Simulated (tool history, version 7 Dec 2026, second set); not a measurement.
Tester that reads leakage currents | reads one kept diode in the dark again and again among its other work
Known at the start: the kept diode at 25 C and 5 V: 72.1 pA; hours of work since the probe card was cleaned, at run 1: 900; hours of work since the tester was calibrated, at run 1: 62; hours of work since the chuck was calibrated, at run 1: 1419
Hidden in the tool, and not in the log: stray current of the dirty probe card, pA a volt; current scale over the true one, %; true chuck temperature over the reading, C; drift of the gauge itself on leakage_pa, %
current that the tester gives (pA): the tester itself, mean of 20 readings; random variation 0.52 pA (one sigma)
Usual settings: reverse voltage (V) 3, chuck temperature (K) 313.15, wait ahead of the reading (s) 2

run	day	reverse voltage (V)	chuck temperature (K)	wait ahead of the reading (s)	hours of work since the probe card was cleaned	hours of work since the tester was calibrated	hours of work since the chuck was calibrated	current that the tester gives (pA)
1	0	3	313.15	2	900	62	1419	205.23
2	0.708	3	295.15	2	907	69	1426	55.37
3	1.483	3	295.15	2	916	78	1434	55.64
4	2.3	3	295.15	2	924	86	1443	55.48
# day 3.35: chuck's temperature calibrated
5	3.638	3	313.15	0.91	937	99	3	177.09
6	4.292	3	300.15	2	944	106	10	68.55
7	5.504	3	300.15	2	957	119	23	68.77
8	6.408	3	300.15	2	967	128	32	68.98
9	7.446	3	300.15	2	977	139	43	69.02
10	8.329	3	313.15	2	987	149	52	178.03
11	9.679	1.98	313.15	2	1001	163	67	140.02
12	10.946	3.52	313.15	2	1014	176	80	195.25
13	11.762	3	313.15	5.79	1023	185	88	177.95
14	12.725	3	309.15	5.79	1033	195	99	134.71
15	13.35	3	309.15	1.11	1040	201	105	134.55
16	14.121	3	309.15	1.11	1048	210	113	136.08
17	15.017	3	299.15	0.56	1057	219	123	66.04
18	16.129	7.57	328.15	0.3	1069	231	134	852.76
19	17.388	7.57	328.15	0.3	1082	244	148	860.71
20	18.304	7.57	328.15	0.3	1092	254	157	857.9

Forecast each of these 5 alternatives for the next run:
A	18.912	4.39	304.15	0.42	1098	260	164	?
B	18.912	3.24	313.15	2	1098	260	164	?
C	18.912	7.57	314.15	0.36	1098	260	164	?
D	18.912	18.21	324.15	0.47	1098	260	164	?
E	18.912	3	313.15	0.35	1098	260	164	?

run	current that the tester gives (pA)
A	120.57
B	189.11
C	335.73
D	1102.01
E	181.74
Without the tool's hidden state the same runs would have given:
run	current that the tester gives (pA)
A	109.59
B	178.98
C	314.42
D	1045.67
E	172.25
